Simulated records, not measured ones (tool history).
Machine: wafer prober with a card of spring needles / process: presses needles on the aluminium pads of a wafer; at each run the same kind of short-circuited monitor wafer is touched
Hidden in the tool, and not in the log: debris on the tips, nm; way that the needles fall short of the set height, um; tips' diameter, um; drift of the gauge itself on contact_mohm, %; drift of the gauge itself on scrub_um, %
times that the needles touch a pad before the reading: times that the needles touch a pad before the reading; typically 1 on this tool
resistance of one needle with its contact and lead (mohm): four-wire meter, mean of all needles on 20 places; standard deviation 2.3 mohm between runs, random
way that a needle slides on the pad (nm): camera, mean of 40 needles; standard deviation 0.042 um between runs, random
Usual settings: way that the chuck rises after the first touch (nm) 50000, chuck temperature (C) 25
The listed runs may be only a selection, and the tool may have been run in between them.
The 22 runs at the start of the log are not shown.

| run | hour | way that the chuck rises after the first touch (nm) | chuck temperature (C) | times that the needles touch a pad before the reading | touches since the tips were cleaned | cleanings since the card got new needles | touches since the first contact's height was set | resistance of one needle with its contact and lead (mohm) | way that a needle slides on the pad (nm) |
|---|---|---|---|---|---|---|---|---|---|
|  | 274.2 | height of the first contact set anew |
|  | 278.3 | tips cleaned on abrasive film |
| 23 | 280.8 | 37000 | 37 | 2 | 1065 | 39 | 2808 | 319 | 9830 |
|  | 288.6 | tips cleaned on abrasive film |
| 24 | 290.2 | 38000 | 48 | 2 | 673 | 40 | 6821 | 295 | 10110 |
|  | 298.7 | tips cleaned on abrasive film |
| 25 | 306.9 | 35000 | 53 | 2 | 3563 | 41 | 13995 | 415 | 9230 |
|  | 308.1 | tips cleaned on abrasive film |
|  | 318.8 | tips cleaned on abrasive film |
| 26 | 321.9 | 64000 | 25 | 2 | 1306 | 43 | 20358 | 270 | 16950 |
|  | 328.3 | tips cleaned on abrasive film |
|  | 337.6 | tips cleaned on abrasive film |
| 27 | 337.6 | 46000 | 25 | 2 | 0 | 45 | 27081 | 259 | 12060 |
|  | 348.0 | tips cleaned on abrasive film |
| 28 | 356.6 | 56000 | 25 | 2 | 3713 | 46 | 35229 | 313 | 14680 |
|  | 357.8 | tips cleaned on abrasive film |
|  | 368.7 | tips cleaned on abrasive film |
| 29 | 375.5 | 67000 | 62 | 1 | 2964 | 48 | 43297 | 323 | 17690 |
|  | 378.5 | tips cleaned on abrasive film |
|  | 388.8 | tips cleaned on abrasive film |
| 30 | 389.3 | 42000 | 27 | 1 | 231 | 50 | 49158 | 286 | 10930 |
|  | 398.7 | tips cleaned on abrasive film |
| 31 | 399.4 | 42000 | 27 | 1 | 295 | 51 | 53464 | 293 | 10940 |
|  | 408.3 | tips cleaned on abrasive film |
| 32 | 412.3 | 56000 | 25 | 1 | 1741 | 52 | 59006 | 309 | 14600 |
|  | 417.7 | tips cleaned on abrasive film |
| 33 | 421.2 | 49000 | 35 | 1 | 1497 | 53 | 62785 | 344 | 12680 |

Below are 3 alternative next runs, each starting from the tool's condition after run 33. Predict each:
|  | 427.3 | tips cleaned on abrasive film |
|  | 436.9 | tips cleaned on abrasive film |
| A | 437.7 | 52000 | 46 | 2 | 355 | 55 | 69816 | ? | ? |
|  | 427.3 | tips cleaned on abrasive film |
|  | 436.9 | tips cleaned on abrasive film |
| B | 437.7 | 49000 | 35 | 1 | 355 | 55 | 69816 | ? | ? |
|  | 427.3 | tips cleaned on abrasive film |
|  | 436.9 | tips cleaned on abrasive film |
| C | 437.7 | 30000 | 116 | 2 | 355 | 55 | 69816 | ? | ? |

| run | resistance of one needle with its contact and lead (mohm) | way that a needle slides on the pad (nm) |
|---|---|---|
| A | 273 | 13540 |
| B | 282 | 12690 |
| C | 331 | 7630 |
With the hidden condition removed and each run's random variation left untouched, the same runs would have given:
| run | resistance of one needle with its contact and lead (mohm) | way that a needle slides on the pad (nm) |
|---|---|---|
| A | 258 | 13850 |
| B | 255 | 13000 |
| C | 292 | 7940 |
